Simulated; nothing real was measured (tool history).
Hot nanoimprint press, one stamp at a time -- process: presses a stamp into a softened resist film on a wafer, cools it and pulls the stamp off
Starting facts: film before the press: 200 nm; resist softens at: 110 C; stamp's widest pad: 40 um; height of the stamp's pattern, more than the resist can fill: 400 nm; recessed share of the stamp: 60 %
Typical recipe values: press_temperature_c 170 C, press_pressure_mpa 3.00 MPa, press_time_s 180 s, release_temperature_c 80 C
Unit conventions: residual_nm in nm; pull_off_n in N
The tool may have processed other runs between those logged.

run 1 day=0.000 | press_temperature_c=170 press_pressure_mpa=3.00 press_time_s=180 release_temperature_c=80 | residual_nm=94.1 pull_off_n=119
run 2 day=1.354 | press_temperature_c=170 press_pressure_mpa=2.45 press_time_s=180 release_temperature_c=80 | residual_nm=102.1 pull_off_n=120
run 3 day=3.096 | press_temperature_c=170 press_pressure_mpa=2.45 press_time_s=180 release_temperature_c=80 | residual_nm=102.7 pull_off_n=118
run 4 day=5.829 | press_temperature_c=170 press_pressure_mpa=2.45 press_time_s=180 release_temperature_c=80 | residual_nm=101.3 pull_off_n=119
run 5 day=7.988 | press_temperature_c=170 press_pressure_mpa=2.45 press_time_s=180 release_temperature_c=80 | residual_nm=101.4 pull_off_n=117
run 6 day=10.846 | press_temperature_c=170 press_pressure_mpa=2.45 press_time_s=180 release_temperature_c=80 | residual_nm=101.1 pull_off_n=119
run 7 day=13.446 | press_temperature_c=170 press_pressure_mpa=2.45 press_time_s=180 release_temperature_c=80 | residual_nm=100.8 pull_off_n=119
run 8 day=16.154 | press_temperature_c=170 press_pressure_mpa=2.45 press_time_s=180 release_temperature_c=80 | residual_nm=100.2 pull_off_n=116
run 9 day=19.033 | press_temperature_c=170 press_pressure_mpa=3.00 press_time_s=180 release_temperature_c=80 | residual_nm=91.3 pull_off_n=122
run 10 day=21.592 | press_temperature_c=170 press_pressure_mpa=3.00 press_time_s=180 release_temperature_c=80 | residual_nm=91.6 pull_off_n=118
run 11 day=24.092 | press_temperature_c=170 press_pressure_mpa=3.00 press_time_s=180 release_temperature_c=70 | residual_nm=91.4 pull_off_n=139
run 12 day=25.983 | press_temperature_c=170 press_pressure_mpa=3.00 press_time_s=180 release_temperature_c=70 | residual_nm=91.2 pull_off_n=136
run 13 day=28.317 | press_temperature_c=170 press_pressure_mpa=3.00 press_time_s=180 release_temperature_c=70 | residual_nm=90.9 pull_off_n=136
run 14 day=30.671 | press_temperature_c=170 press_pressure_mpa=3.00 press_time_s=180 release_temperature_c=87 | residual_nm=94.0 pull_off_n=106
run 15 day=32.929 | press_temperature_c=170 press_pressure_mpa=3.00 press_time_s=180 release_temperature_c=75 | residual_nm=93.4 pull_off_n=130
run 16 day=35.062 | press_temperature_c=170 press_pressure_mpa=3.17 press_time_s=180 release_temperature_c=79 | residual_nm=91.0 pull_off_n=121
run 17 day=37.833 | press_temperature_c=170 press_pressure_mpa=3.00 press_time_s=276 release_temperature_c=80 | residual_nm=79.4 pull_off_n=122
run 18 day=39.775 | press_temperature_c=170 press_pressure_mpa=3.00 press_time_s=276 release_temperature_c=80 | residual_nm=78.9 pull_off_n=116
run 19 day=41.588 | press_temperature_c=170 press_pressure_mpa=3.00 press_time_s=276 release_temperature_c=80 | residual_nm=78.6 pull_off_n=120
run 20 day=44.696 | press_temperature_c=170 press_pressure_mpa=2.31 press_time_s=187 release_temperature_c=79 | residual_nm=102.3 pull_off_n=119
run 21 day=47.783 | press_temperature_c=170 press_pressure_mpa=4.00 press_time_s=120 release_temperature_c=80 | residual_nm=94.0 pull_off_n=118
run 22 day=49.358 | press_temperature_c=181 press_pressure_mpa=3.00 press_time_s=180 release_temperature_c=74 | residual_nm=63.0 pull_off_n=131
run 23 day=50.683 | press_temperature_c=172 press_pressure_mpa=4.23 press_time_s=180 release_temperature_c=80 | residual_nm=72.6 pull_off_n=119
run 24 day=52.988 | press_temperature_c=177 press_pressure_mpa=2.30 press_time_s=230 release_temperature_c=65 | residual_nm=74.5 pull_off_n=145
run 25 day=54.550 | press_temperature_c=167 press_pressure_mpa=2.30 press_time_s=230 release_temperature_c=65 | residual_nm=104.1 pull_off_n=147
run 26 day=56.338 | press_temperature_c=167 press_pressure_mpa=2.30 press_time_s=230 release_temperature_c=65 | residual_nm=103.0 pull_off_n=149
run 27 day=59.446 | press_temperature_c=167 press_pressure_mpa=2.30 press_time_s=230 release_temperature_c=65 | residual_nm=103.6 pull_off_n=145
run 28 day=62.117 | press_temperature_c=167 press_pressure_mpa=2.30 press_time_s=134 release_temperature_c=71 | residual_nm=122.1 pull_off_n=135
run 29 day=65.000 | press_temperature_c=179 press_pressure_mpa=3.06 press_time_s=134 release_temperature_c=71 | residual_nm=76.8 pull_off_n=134

Between the runs listed above, the log contained 9 entries, not reproduced here. Where in the sequence does each belong, and how does what the log doesn't record of the tool's condition differ from the listed run before to the listed run after?
Logged between run 4 and run 5: stamp cleaned and given a new release coat (day 7.183)
  grip of the stamp's worn release coat, % over a new coat's: 1 -> 0.1; drift of the gauge itself on residual_nm, %: -0.58 -> -0.77
  what was measured, less what the result would be without the hidden state, residual_nm: -0.7 -> -0.9 nm
Logged between run 9 and run 10: stamp cleaned and given a new release coat (day 20.708)
  pressure that arrives at the usual setting, %: 99.94 -> 99.93; grip of the stamp's worn release coat, % over a new coat's: 1 -> 0.1; drift of the gauge itself on residual_nm, %: -1.86 -> -2.09
  what was measured, less what the result would be without the hidden state, residual_nm: -2.0 -> -2.2 nm
Logged between run 13 and run 14: gauge calibrated (day 29.325); plate thermocouple calibrated (day 30.671)
  true temperature over the reading, C: 0.1 -> -0.01; grip of the stamp's worn release coat, % over a new coat's: 0.6 -> 0.8; drift of the gauge itself on residual_nm, %: -2.75 -> -0.12
  what was measured, less what the result would be without the hidden state, residual_nm: -2.8 -> -0.1 nm
Logged between run 15 and run 16: stamp cleaned and given a new release coat (day 34.254)
  true temperature over the reading, C: 0 -> 0.01; grip of the stamp's worn release coat, % over a new coat's: 1 -> 0.1; drift of the gauge itself on residual_nm, %: -0.34 -> -0.53
  what was measured, less what the result would be without the hidden state, residual_nm: -0.3 -> -0.5 nm
Logged between run 20 and run 21: stamp cleaned and given a new release coat (day 47.650)
  grip of the stamp's worn release coat, % over a new coat's: 0.9 -> 0; drift of the gauge itself on residual_nm, %: -1.48 -> -1.76
  what was measured, less what the result would be without the hidden state, residual_nm: -1.7 -> -1.8 nm
Logged between run 27 and run 28: stamp cleaned and given a new release coat (day 61.083)
  true temperature over the reading, C: 0.08 -> 0.09; pressure that arrives at the usual setting, %: 99.87 -> 99.86; grip of the stamp's worn release coat, % over a new coat's: 1 -> 0.1; drift of the gauge itself on residual_nm, %: -2.92 -> -3.16
  what was measured, less what the result would be without the hidden state, residual_nm: -3.3 -> -4.2 nm
Logged between run 28 and run 29: gauge calibrated (day 64.125); plate thermocouple calibrated (day 64.471)
  true temperature over the reading, C: 0.09 -> 0; grip of the stamp's worn release coat, % over a new coat's: 0.1 -> 0.3; drift of the gauge itself on residual_nm, %: -3.16 -> -0.07
  what was measured, less what the result would be without the hidden state, residual_nm: -4.2 -> +0.0 nm
